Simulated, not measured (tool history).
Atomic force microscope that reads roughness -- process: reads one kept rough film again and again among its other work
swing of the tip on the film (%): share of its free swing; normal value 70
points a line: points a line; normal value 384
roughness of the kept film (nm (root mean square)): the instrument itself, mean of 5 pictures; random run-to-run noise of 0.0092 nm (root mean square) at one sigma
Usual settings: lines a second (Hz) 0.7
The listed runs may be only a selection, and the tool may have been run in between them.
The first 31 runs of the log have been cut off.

run	hour	lines a second (Hz)	swing of the tip on the film (%)	points a line	roughness of the kept film (nm (root mean square))
32	642	2.769	83	422	1.857
33	667.5	2.769	83	422	1.837
34	679.3	0.7	69	384	1.967
35	700.8	0.7	69	384	1.951
# hour 722.6: new tip fitted
36	729.1	0.7	69	384	2.081
37	741.5	2.827	88	579	1.858
38	764.1	3.014	67	710	1.976
39	778.4	2.643	67	582	1.974
40	802.8	2.643	67	582	1.918
41	822	2.643	62	582	1.93
# hour 842.6: new tip fitted
42	848.9	1.362	62	582	2.078
43	873.9	0.7	70	624	2.047
44	893.4	3.893	61	384	1.969
45	909.2	1.147	61	310	1.999
46	933.3	1.147	61	310	1.95
47	954.5	2.053	66	423	1.911
# hour 962.2: new tip fitted
48	981.3	0.7	75	296	2.067
49	998.3	0.587	64	625	2.067
50	1010.9	1.318	64	384	2.008
51	1025.1	0.647	64	328	2.01
52	1045.2	2.978	64	741	1.945

Consider 4 possible next runs. They are alternatives, not a sequence: every one starts from the tool as it was left by run 52. What does each give?
A	1067.6	0.7	85	476	?
B	1067.6	2.562	71	741	?
C	1067.6	2.978	83	741	?
D	1067.6	0.7	67	384	?

run	roughness of the kept film (nm (root mean square))
A	1.949
B	1.899
C	1.802
D	1.959
Take away the tool's hidden state, keep each run's random variation, and the runs would have read:
run	roughness of the kept film (nm (root mean square))
A	2.066
B	2.012
C	1.91
D	2.076

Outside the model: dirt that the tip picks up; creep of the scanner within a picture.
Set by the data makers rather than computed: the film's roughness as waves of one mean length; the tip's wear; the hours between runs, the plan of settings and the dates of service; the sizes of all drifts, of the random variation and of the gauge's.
